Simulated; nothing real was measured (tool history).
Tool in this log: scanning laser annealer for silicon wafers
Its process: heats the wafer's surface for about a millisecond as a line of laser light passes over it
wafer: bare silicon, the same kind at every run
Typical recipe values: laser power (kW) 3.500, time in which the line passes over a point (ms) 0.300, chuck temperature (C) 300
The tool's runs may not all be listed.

run,hour,laser power (kW),time in which the line passes over a point (ms),chuck temperature (C),highest temperature of the surface (C)
1,0.0,3.500,0.300,300,1131
2,14.4,3.768,0.300,300,1205
3,24.4,3.768,0.300,300,1206
4,34.8,3.768,0.300,300,1205
5,48.7,3.768,0.300,300,1204
6,62.5,3.500,0.300,300,1132
7,71.6,3.500,0.300,300,1128
8,81.6,3.500,0.300,312,1142
9,92.9,3.500,0.300,326,1152
# hour 98.9: optics aligned, line set to its width
10,111.3,3.500,0.300,326,1154
11,120.9,3.500,0.300,284,1109
12,136.9,3.500,0.318,284,1135
13,145.4,3.395,0.319,282,1106
14,158.8,3.378,0.224,296,981
15,167.3,3.837,0.243,267,1093
16,175.5,3.837,0.243,267,1092
# hour 182.0: optics aligned, line set to its width, once more
17,191.6,3.117,0.239,267,918
18,203.2,3.404,0.281,300,1080
19,217.9,3.404,0.281,300,1080
20,226.8,3.404,0.281,300,1078
21,241.2,3.404,0.281,300,1078

Below are 3 alternative next runs, each starting from the tool's condition after run 21. Predict each:
A,256.1,3.500,0.295,319,?
B,256.1,3.213,0.300,339,?
C,256.1,3.404,0.328,284,?

run,highest temperature of the surface (C)
A,1144
B,1088
C,1126
With the hidden condition removed and each run's random variation left untouched, the same runs would have given:
run,highest temperature of the surface (C)
A,1162
B,1104
C,1144
